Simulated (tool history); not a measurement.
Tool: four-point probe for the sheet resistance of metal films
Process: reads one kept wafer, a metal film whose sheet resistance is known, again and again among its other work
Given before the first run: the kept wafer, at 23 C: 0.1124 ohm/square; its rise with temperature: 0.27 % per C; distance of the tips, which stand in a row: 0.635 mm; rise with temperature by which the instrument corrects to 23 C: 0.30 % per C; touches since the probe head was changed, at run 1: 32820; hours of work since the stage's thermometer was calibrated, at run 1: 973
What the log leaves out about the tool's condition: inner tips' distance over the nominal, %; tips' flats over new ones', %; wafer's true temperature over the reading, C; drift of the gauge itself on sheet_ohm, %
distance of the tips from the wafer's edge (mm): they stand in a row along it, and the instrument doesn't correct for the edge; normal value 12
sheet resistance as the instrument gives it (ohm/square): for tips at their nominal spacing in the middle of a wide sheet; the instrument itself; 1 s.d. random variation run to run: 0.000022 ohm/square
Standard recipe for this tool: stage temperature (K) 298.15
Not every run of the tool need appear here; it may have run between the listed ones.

run	day	stage temperature (K)	distance of the tips from the wafer's edge (mm)	touches since the probe head was changed	hours of work since the stage's thermometer was calibrated	sheet resistance as the instrument gives it (ohm/square)
1	0	298.15	12	32820	973	0.111919
2	1.3	298.15	5	33888	989	0.112678
3	2.433	298.15	12	34815	1002	0.111875
4	3.967	298.15	12	36074	1020	0.111914
5	5.025	298.15	12	36941	1033	0.111937
6	6.85	298.15	12	38439	1054	0.111918
7	7.908	298.15	12	39307	1067	0.111891
# day 8.067: stage's thermometer calibrated
8	8.925	298.15	12	40122	10	0.111899
9	10.429	298.15	12	41358	28	0.111873
10	12.221	293.15	3	42826	49	0.114535
# day 12.579: stage's thermometer calibrated, once more
11	13.225	307.15	45	43634	8	0.111361
12	14.821	294.15	28	44941	26	0.111824
13	16.554	294.15	15	46364	47	0.111886
14	17.958	294.15	15	47515	63	0.111886
15	19.696	294.15	15	48941	84	0.111932
16	21.579	294.15	13	50485	106	0.111884
17	23.425	304.15	39	51999	128	0.111458

For some of the steps in sheet resistance as the instrument gives it (ohm/square) from one run to the next: how much would appear even if the tool had no hidden state, given the settings, what came in and random variation, and how much remains for the hidden state plus any gauge scatter that the measured result and the result without hidden state don't share?
Run 10 -> 11: stage temperature (K) 293.15 -> 307.15, distance of the tips from the wafer's edge (mm) 3 -> 45, stage's thermometer calibrated, once more. sheet resistance as the instrument gives it (ohm/square) -0.003174: hidden state -0.000045, all else -0.003129.

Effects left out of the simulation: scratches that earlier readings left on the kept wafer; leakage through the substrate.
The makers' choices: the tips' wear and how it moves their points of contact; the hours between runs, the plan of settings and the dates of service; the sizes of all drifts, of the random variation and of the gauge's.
